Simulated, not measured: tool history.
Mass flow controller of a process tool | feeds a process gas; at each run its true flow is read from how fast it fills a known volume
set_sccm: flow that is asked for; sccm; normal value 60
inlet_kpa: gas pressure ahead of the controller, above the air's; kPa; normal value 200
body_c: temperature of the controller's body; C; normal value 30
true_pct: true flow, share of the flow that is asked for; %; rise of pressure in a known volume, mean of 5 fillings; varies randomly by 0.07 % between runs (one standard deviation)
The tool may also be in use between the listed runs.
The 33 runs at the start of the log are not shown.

run      day  set_sccm  inlet_kpa  body_c  hours of work since the controller was set to zero  hours of work since the controller was changed  true_pct
 34  483.596       121        190      27                                                2912                                           10620     98.94
 35  500.558        22        238      21                                                3109                                           10817     97.12
 36  512.133        22        171      22                                                3243                                           10951     97.22
 37  529.221        63        206      22                                                3442                                           11150     97.77
 38  543.212        32        146      21                                                3604                                           11312     97.28
 39  562.092        38        186      30                                                3824                                           11532     97.83
 40  575.146        36        166      29                                                3975                                           11683     97.61
 41  586.829        23        238      29                                                4111                                           11819     97.55
     588.521  -- controller exchanged for a calibrated one
 42  598.742        23        238      30                                                 119                                             119     97.67
 43  610.783        45        238      26                                                 259                                             259     97.87
 44  621.892        30        263      30                                                 388                                             388     97.80
 45  630.508       159        267      26                                                 488                                             488     99.58
 46  650.425       159        267      26                                                 719                                             719     99.49
 47  659.896        49        217      27                                                 829                                             829     97.85

Each row is a separate what-if for the run after 47, all from the same tool condition, not one after another. Results?
  A  675.025        35        217      27                                                1005                                            1005         ?
  B  675.025       143        141      34                                                1005                                            1005         ?
  C  675.025        58        275      27                                                1005                                            1005         ?
  D  675.025        51        217      32                                                1005                                            1005         ?
  E  675.025        49        168      27                                                1005                                            1005         ?

run  true_pct
  A     97.67
  B     99.49
  C     98.01
  D     98.09
  E     97.85
Without the tool's hidden state the same runs would have given:
run  true_pct
  A     97.67
  B     99.49
  C     98.01
  D     98.10
  E     97.86
